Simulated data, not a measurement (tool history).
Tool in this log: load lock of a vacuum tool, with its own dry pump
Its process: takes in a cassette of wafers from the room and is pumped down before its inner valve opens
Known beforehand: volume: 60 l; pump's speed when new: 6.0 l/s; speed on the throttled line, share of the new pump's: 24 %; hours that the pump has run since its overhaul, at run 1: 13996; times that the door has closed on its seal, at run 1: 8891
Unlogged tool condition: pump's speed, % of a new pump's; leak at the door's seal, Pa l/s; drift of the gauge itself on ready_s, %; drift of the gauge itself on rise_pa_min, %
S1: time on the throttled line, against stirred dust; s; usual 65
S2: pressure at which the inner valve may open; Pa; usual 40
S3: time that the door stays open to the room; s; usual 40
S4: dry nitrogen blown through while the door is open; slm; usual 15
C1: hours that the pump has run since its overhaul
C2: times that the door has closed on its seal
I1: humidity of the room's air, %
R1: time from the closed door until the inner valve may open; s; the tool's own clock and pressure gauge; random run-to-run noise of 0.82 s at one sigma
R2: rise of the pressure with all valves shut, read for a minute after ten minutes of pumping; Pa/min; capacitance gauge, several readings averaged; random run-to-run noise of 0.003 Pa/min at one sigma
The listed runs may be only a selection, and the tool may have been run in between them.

{"run": 1, "hour": 0.0, "S1": 65, "S2": 40, "S3": 40, "S4": 15, "C1": 13996, "C2": 8891, "I1": 47.8, "R1": 133, "R2": 0.045}
{"run": 2, "hour": 340.2, "S1": 65, "S2": 40, "S3": 40, "S4": 15, "C1": 14336, "C2": 10402, "I1": 48.6, "R1": 132.7, "R2": 0.047}
{"run": 3, "hour": 732.4, "S1": 65, "S2": 40, "S3": 40, "S4": 15, "C1": 14728, "C2": 12145, "I1": 43.1, "R1": 133.2, "R2": 0.057}
{"run": 4, "hour": 1116.3, "S1": 65, "S2": 40, "S3": 40, "S4": 15, "C1": 15112, "C2": 13851, "I1": 44.5, "R1": 132.8, "R2": 0.064}
{"run": 5, "hour": 1393.5, "S1": 65, "S2": 40, "S3": 40, "S4": 15, "C1": 15389, "C2": 15082, "I1": 42.2, "R1": 132.6, "R2": 0.062}
{"run": 6, "hour": 1636.8, "S1": 65, "S2": 40, "S3": 40, "S4": 15, "C1": 15632, "C2": 16163, "I1": 44.4, "R1": 131.9, "R2": 0.067}
{"run": 7, "hour": 1935.0, "S1": 65, "S2": 40, "S3": 40, "S4": 15, "C1": 15931, "C2": 17488, "I1": 40, "R1": 132.4, "R2": 0.082}
{"run": 8, "hour": 2232.8, "S1": 65, "S2": 40, "S3": 40, "S4": 15, "C1": 16229, "C2": 18812, "I1": 45.1, "R1": 133, "R2": 0.09}
{"run": 9, "hour": 2568.9, "S1": 65, "S2": 43, "S3": 40, "S4": 15, "C1": 16565, "C2": 20305, "I1": 44.8, "R1": 132.1, "R2": 0.097}
{"run": 10, "hour": 2841.0, "S1": 65, "S2": 43, "S3": 40, "S4": 15, "C1": 16837, "C2": 21514, "I1": 45.7, "R1": 130.8, "R2": 0.102}
{"run": 11, "hour": 3256.1, "S1": 65, "S2": 43, "S3": 40, "S4": 15, "C1": 17252, "C2": 23358, "I1": 44.1, "R1": 133.3, "R2": 0.112}
{"run": 12, "hour": 3474.7, "S1": 65, "S2": 40, "S3": 40, "S4": 7, "C1": 17470, "C2": 24330, "I1": 46.2, "R1": 133.7, "R2": 0.124}
{"run": 13, "hour": 3878.4, "S1": 65, "S2": 40, "S3": 40, "S4": 7, "C1": 17874, "C2": 26123, "I1": 44.4, "R1": 131.8, "R2": 0.132}
{"run": 14, "hour": 4118.2, "S1": 65, "S2": 40, "S3": 40, "S4": 12, "C1": 18114, "C2": 27189, "I1": 45.8, "R1": 134.4, "R2": 0.139}
{"run": 15, "hour": 4521.4, "S1": 65, "S2": 40, "S3": 162, "S4": 15, "C1": 18517, "C2": 28981, "I1": 46.7, "R1": 134.4, "R2": 0.164}
{"run": 16, "hour": 4901.0, "S1": 65, "S2": 40, "S3": 162, "S4": 15, "C1": 18897, "C2": 30667, "I1": 46.4, "R1": 134.3, "R2": 0.18}
{"run": 17, "hour": 5237.8, "S1": 65, "S2": 40, "S3": 162, "S4": 15, "C1": 19234, "C2": 32164, "I1": 47.1, "R1": 135.1, "R2": 0.187}
{"run": 18, "hour": 5444.3, "S1": 48, "S2": 40, "S3": 40, "S4": 15, "C1": 19440, "C2": 33081, "I1": 44.2, "R1": 122.9, "R2": 0.175}
{"run": 19, "hour": 5714.8, "S1": 48, "S2": 40, "S3": 40, "S4": 15, "C1": 19711, "C2": 34283, "I1": 47.1, "R1": 121.7, "R2": 0.186}
{"run": 20, "hour": 5996.7, "S1": 65, "S2": 35, "S3": 40, "S4": 15, "C1": 19992, "C2": 35535, "I1": 44.5, "R1": 135.1, "R2": 0.195}
{"run": 21, "hour": 6306.5, "S1": 38, "S2": 30, "S3": 40, "S4": 9, "C1": 20302, "C2": 36912, "I1": 44.4, "R1": 117.8, "R2": 0.204}
{"run": 22, "hour": 6624.5, "S1": 38, "S2": 44, "S3": 40, "S4": 31, "C1": 20620, "C2": 38325, "I1": 46.8, "R1": 113.3, "R2": 0.207}
{"run": 23, "hour": 6934.8, "S1": 38, "S2": 59, "S3": 55, "S4": 31, "C1": 20931, "C2": 39704, "I1": 47, "R1": 110.6, "R2": 0.218}
{"run": 24, "hour": 7206.9, "S1": 65, "S2": 59, "S3": 40, "S4": 15, "C1": 21203, "C2": 40913, "I1": 47.9, "R1": 129.1, "R2": 0.242}
{"run": 25, "hour": 7463.9, "S1": 65, "S2": 59, "S3": 40, "S4": 16, "C1": 21460, "C2": 42054, "I1": 43.4, "R1": 130.5, "R2": 0.244}

What will run 26 give?
{"run": 26, "hour": 7723.2, "S1": 59, "S2": 59, "S3": 40, "S4": 16, "C1": 21719, "C2": 43207, "I1": 46.9, "R1": "?", "R2": "?"}

Logged for run 26: R1 127.4 s, R2 0.257 Pa/min.
Minus the tool's unlogged condition, the same run would have read R1 120.2 s, R2 0.019 Pa/min.
